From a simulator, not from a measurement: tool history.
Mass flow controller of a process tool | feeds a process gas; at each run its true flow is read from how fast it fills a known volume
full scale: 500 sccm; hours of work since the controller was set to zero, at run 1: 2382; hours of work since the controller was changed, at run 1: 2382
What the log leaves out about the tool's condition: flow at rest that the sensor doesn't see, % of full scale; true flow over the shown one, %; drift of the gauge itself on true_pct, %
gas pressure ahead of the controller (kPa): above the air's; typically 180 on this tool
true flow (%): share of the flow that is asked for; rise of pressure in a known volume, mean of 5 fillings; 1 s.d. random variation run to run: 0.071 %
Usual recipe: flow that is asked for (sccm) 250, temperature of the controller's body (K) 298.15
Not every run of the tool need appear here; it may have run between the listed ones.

run,hour,flow that is asked for (sccm),gas pressure ahead of the controller (kPa),temperature of the controller's body (K),hours of work since the controller was set to zero,hours of work since the controller was changed,true flow (%)
1,0,250,180,298.15,2382,2382,99.44
2,158.4,250,180,306.15,2489,2489,98.54
3,317,250,180,301.15,2596,2596,99.09
4,440.9,250,180,298.15,2680,2680,99.28
5,591.2,250,180,298.15,2781,2781,99.24
# hour 605.9: controller's zero set anew
6,740.5,250,180,298.15,91,2882,98.97
7,849,250,180,298.15,164,2955,99.05
8,917.6,67,180,298.15,210,3001,94.81
9,995,67,180,298.15,263,3054,94.83
# hour 1014.1: controller's zero set anew, once more
10,1104.6,326,163,302.15,61,3127,100.07
11,1200.9,52,268,298.15,126,3192,100.06
12,1329.1,52,268,298.15,213,3279,99.74
13,1421.7,70,205,298.15,275,3341,99.79
14,1500.7,70,205,298.15,328,3395,99.79
15,1611.8,98,223,309.15,403,3470,98.82

Below are 4 alternative next runs, each starting from the tool's condition after run 15. Predict each:
A,1770.2,104,228,298.15,510,3577,?
B,1770.2,60,180,309.15,510,3577,?
C,1770.2,70,180,298.15,510,3577,?
D,1770.2,98,280,309.15,510,3577,?

run,true flow (%)
A,99.9
B,98.4
C,99.54
D,98.88
Had the tool no hidden state, the same runs would have come out as:
run,true flow (%)
A,99.29
B,98.12
C,99.15
D,98.3

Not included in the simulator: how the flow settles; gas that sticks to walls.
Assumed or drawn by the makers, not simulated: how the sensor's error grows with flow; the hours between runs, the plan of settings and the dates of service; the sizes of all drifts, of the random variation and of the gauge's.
